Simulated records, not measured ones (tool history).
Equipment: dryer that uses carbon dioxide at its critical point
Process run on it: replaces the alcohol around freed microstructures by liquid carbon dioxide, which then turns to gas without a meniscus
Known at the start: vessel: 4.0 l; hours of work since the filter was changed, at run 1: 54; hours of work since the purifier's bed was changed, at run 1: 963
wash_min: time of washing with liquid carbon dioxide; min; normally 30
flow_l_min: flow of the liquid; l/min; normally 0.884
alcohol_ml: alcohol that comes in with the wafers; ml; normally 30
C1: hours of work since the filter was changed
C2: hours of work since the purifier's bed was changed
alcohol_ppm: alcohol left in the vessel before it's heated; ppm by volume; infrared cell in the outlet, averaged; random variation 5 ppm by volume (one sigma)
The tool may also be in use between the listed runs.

run 1 hour=0.0 | wash_min=30 flow_l_min=0.884 alcohol_ml=30 | C1=54 C2=963 | alcohol_ppm=205
run 2 hour=61.5 | wash_min=30 flow_l_min=0.884 alcohol_ml=30 | C1=75 C2=983 | alcohol_ppm=211
run 3 hour=103.0 | wash_min=30 flow_l_min=0.567 alcohol_ml=30 | C1=89 C2=997 | alcohol_ppm=416
run 4 hour=166.4 | wash_min=30 flow_l_min=0.567 alcohol_ml=30 | C1=110 C2=1019 | alcohol_ppm=417
run 5 hour=232.7 | wash_min=30 flow_l_min=1.060 alcohol_ml=30 | C1=132 C2=1041 | alcohol_ppm=198
run 6 hour=296.9 | wash_min=30 flow_l_min=1.060 alcohol_ml=30 | C1=154 C2=1062 | alcohol_ppm=206
run 7 hour=358.1 | wash_min=30 flow_l_min=1.060 alcohol_ml=53 | C1=174 C2=1083 | alcohol_ppm=218
run 8 hour=408.8 | wash_min=30 flow_l_min=1.060 alcohol_ml=53 | C1=191 C2=1100 | alcohol_ppm=229
run 9 hour=470.8 | wash_min=30 flow_l_min=1.060 alcohol_ml=53 | C1=212 C2=1120 | alcohol_ppm=218
run 10 hour=511.5 | wash_min=30 flow_l_min=1.060 alcohol_ml=53 | C1=226 C2=1134 | alcohol_ppm=236
run 11 hour=550.2 | wash_min=30 flow_l_min=1.060 alcohol_ml=53 | C1=238 C2=1147 | alcohol_ppm=242
run 12 hour=610.7 | wash_min=30 flow_l_min=1.060 alcohol_ml=53 | C1=259 C2=1167 | alcohol_ppm=248
run 13 hour=656.1 | wash_min=30 flow_l_min=0.884 alcohol_ml=30 | C1=274 C2=1182 | alcohol_ppm=259
run 14 hour=714.5 | wash_min=30 flow_l_min=0.884 alcohol_ml=24 | C1=293 C2=1202 | alcohol_ppm=268
run 15 hour=785.0 | wash_min=30 flow_l_min=0.884 alcohol_ml=24 | C1=317 C2=1226 | alcohol_ppm=275
-- hour=804.6 inlet filter changed
run 16 hour=844.8 | wash_min=30 flow_l_min=0.884 alcohol_ml=24 | C1=13 C2=1245 | alcohol_ppm=243
run 17 hour=898.0 | wash_min=30 flow_l_min=0.884 alcohol_ml=24 | C1=31 C2=1263 | alcohol_ppm=250
run 18 hour=959.0 | wash_min=30 flow_l_min=0.884 alcohol_ml=81 | C1=52 C2=1284 | alcohol_ppm=310
run 19 hour=994.2 | wash_min=30 flow_l_min=0.884 alcohol_ml=81 | C1=63 C2=1295 | alcohol_ppm=324
run 20 hour=1026.3 | wash_min=30 flow_l_min=0.884 alcohol_ml=81 | C1=74 C2=1306 | alcohol_ppm=332
run 21 hour=1089.3 | wash_min=30 flow_l_min=0.884 alcohol_ml=30 | C1=95 C2=1327 | alcohol_ppm=279
run 22 hour=1148.8 | wash_min=30 flow_l_min=0.884 alcohol_ml=30 | C1=115 C2=1347 | alcohol_ppm=278
run 23 hour=1199.2 | wash_min=30 flow_l_min=1.144 alcohol_ml=81 | C1=132 C2=1364 | alcohol_ppm=272
-- hour=1214.8 purifier's bed changed
run 24 hour=1269.1 | wash_min=30 flow_l_min=1.144 alcohol_ml=81 | C1=154 C2=18 | alcohol_ppm=35
run 25 hour=1303.9 | wash_min=30 flow_l_min=1.144 alcohol_ml=81 | C1=166 C2=30 | alcohol_ppm=26
run 26 hour=1351.4 | wash_min=30 flow_l_min=1.144 alcohol_ml=81 | C1=182 C2=46 | alcohol_ppm=44
run 27 hour=1419.4 | wash_min=28 flow_l_min=0.884 alcohol_ml=37 | C1=205 C2=69 | alcohol_ppm=86
run 28 hour=1459.6 | wash_min=28 flow_l_min=0.884 alcohol_ml=45 | C1=218 C2=82 | alcohol_ppm=109
run 29 hour=1503.9 | wash_min=39 flow_l_min=0.884 alcohol_ml=30 | C1=233 C2=97 | alcohol_ppm=36
run 30 hour=1541.0 | wash_min=30 flow_l_min=0.697 alcohol_ml=30 | C1=245 C2=109 | alcohol_ppm=158
run 31 hour=1591.8 | wash_min=30 flow_l_min=0.697 alcohol_ml=30 | C1=262 C2=126 | alcohol_ppm=168
run 32 hour=1635.7 | wash_min=27 flow_l_min=0.884 alcohol_ml=30 | C1=277 C2=141 | alcohol_ppm=113
run 33 hour=1685.3 | wash_min=18 flow_l_min=0.884 alcohol_ml=30 | C1=294 C2=157 | alcohol_ppm=415
run 34 hour=1749.5 | wash_min=18 flow_l_min=0.884 alcohol_ml=30 | C1=315 C2=179 | alcohol_ppm=421
-- hour=1769.9 inlet filter changed
run 35 hour=1816.2 | wash_min=38 flow_l_min=0.948 alcohol_ml=61 | C1=15 C2=201 | alcohol_ppm=54
run 36 hour=1852.4 | wash_min=33 flow_l_min=1.137 alcohol_ml=30 | C1=28 C2=213 | alcohol_ppm=43
run 37 hour=1897.7 | wash_min=33 flow_l_min=1.391 alcohol_ml=63 | C1=43 C2=228 | alcohol_ppm=45
run 38 hour=1952.2 | wash_min=44 flow_l_min=1.171 alcohol_ml=104 | C1=61 C2=246 | alcohol_ppm=39
run 39 hour=2017.2 | wash_min=44 flow_l_min=1.171 alcohol_ml=104 | C1=83 C2=268 | alcohol_ppm=55
run 40 hour=2074.1 | wash_min=37 flow_l_min=1.284 alcohol_ml=73 | C1=102 C2=287 | alcohol_ppm=63
run 41 hour=2105.8 | wash_min=41 flow_l_min=1.006 alcohol_ml=73 | C1=112 C2=298 | alcohol_ppm=65
run 42 hour=2145.7 | wash_min=41 flow_l_min=0.753 alcohol_ml=51 | C1=126 C2=311 | alcohol_ppm=87
run 43 hour=2205.1 | wash_min=33 flow_l_min=1.246 alcohol_ml=49 | C1=146 C2=331 | alcohol_ppm=74

For each entry between runs, how does the tool's hidden state at the last listed run before it compare with that at the first listed run after it?
Between runs 15 and 16: inlet filter changed (hour 804.6)
  flow that reaches the vessel past the clogged filter, %: 89.5 -> 98.9; alcohol in the recycled carbon dioxide, ppm: 219.4 -> 222.6
  the result without the hidden state subtracted from the measured one, alcohol_ppm: +235 -> +220 ppm by volume
Between runs 23 and 24: purifier's bed changed (hour 1214.8)
  flow that reaches the vessel past the clogged filter, %: 94.8 -> 94.1; alcohol in the recycled carbon dioxide, ppm: 242.7 -> 8.3
  the result without the hidden state subtracted from the measured one, alcohol_ppm: +258 -> +11 ppm by volume
Between runs 34 and 35: inlet filter changed (hour 1769.9)
  flow that reaches the vessel past the clogged filter, %: 88.9 -> 98.5; alcohol in the recycled carbon dioxide, ppm: 35.6 -> 39.3
  the result without the hidden state subtracted from the measured one, alcohol_ppm: +149 -> +35 ppm by volume
